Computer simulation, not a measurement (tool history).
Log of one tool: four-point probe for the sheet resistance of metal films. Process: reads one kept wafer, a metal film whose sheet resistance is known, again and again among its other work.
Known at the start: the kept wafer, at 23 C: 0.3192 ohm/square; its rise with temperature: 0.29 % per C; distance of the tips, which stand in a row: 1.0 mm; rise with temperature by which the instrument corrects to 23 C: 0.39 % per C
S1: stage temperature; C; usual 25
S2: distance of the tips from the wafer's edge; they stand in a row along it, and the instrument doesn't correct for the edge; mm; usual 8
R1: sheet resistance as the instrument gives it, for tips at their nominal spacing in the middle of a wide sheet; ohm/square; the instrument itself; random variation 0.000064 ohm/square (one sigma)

run	hour	S1	S2	R1
1	0	25	8	0.322826
2	14.1	25	40	0.320281
3	27.7	29	8	0.321546
4	41.9	25	11	0.321587
5	67	25	11	0.321584
6	94.3	25	8	0.322899
7	112	25	8	0.322822
8	136.9	25	8	0.322907
9	159.9	25	8	0.32282
10	177.1	25	8	0.322979
11	197	25	8	0.322929
12	216.8	25	8	0.323021
13	231	25	8	0.322915
14	242.8	25	8	0.323157
15	255.1	35	11	0.31887
# hour 256.9: stage's thermometer calibrated
16	274.7	35	11	0.318992
17	302.9	22	32	0.321667
18	325.7	21	10	0.323401
# hour 339.1: stage's thermometer calibrated, once more
19	353.4	29	19	0.319041
20	380.6	29	19	0.319194
21	404.6	19	65	0.321677
22	432.9	19	65	0.321761
23	450.8	28	5	0.325716
24	468	25	3	0.337886
25	495.3	23	23	0.320803
26	512.5	19	27	0.32194
27	524.9	19	27	0.32196
28	550.9	35	5	0.323787

4 ways to go on from here, each from the tool as it stands after run 28. What would each give?
A	569	21	4	?
B	569	23	13	?
C	569	35	41	?
D	569	25	3	?

run	R1
A	0.331534
B	0.321506
C	0.317223
D	0.337915
Without the tool's hidden state the same runs would have given:
run	R1
A	0.330174
B	0.320184
C	0.315921
D	0.336532
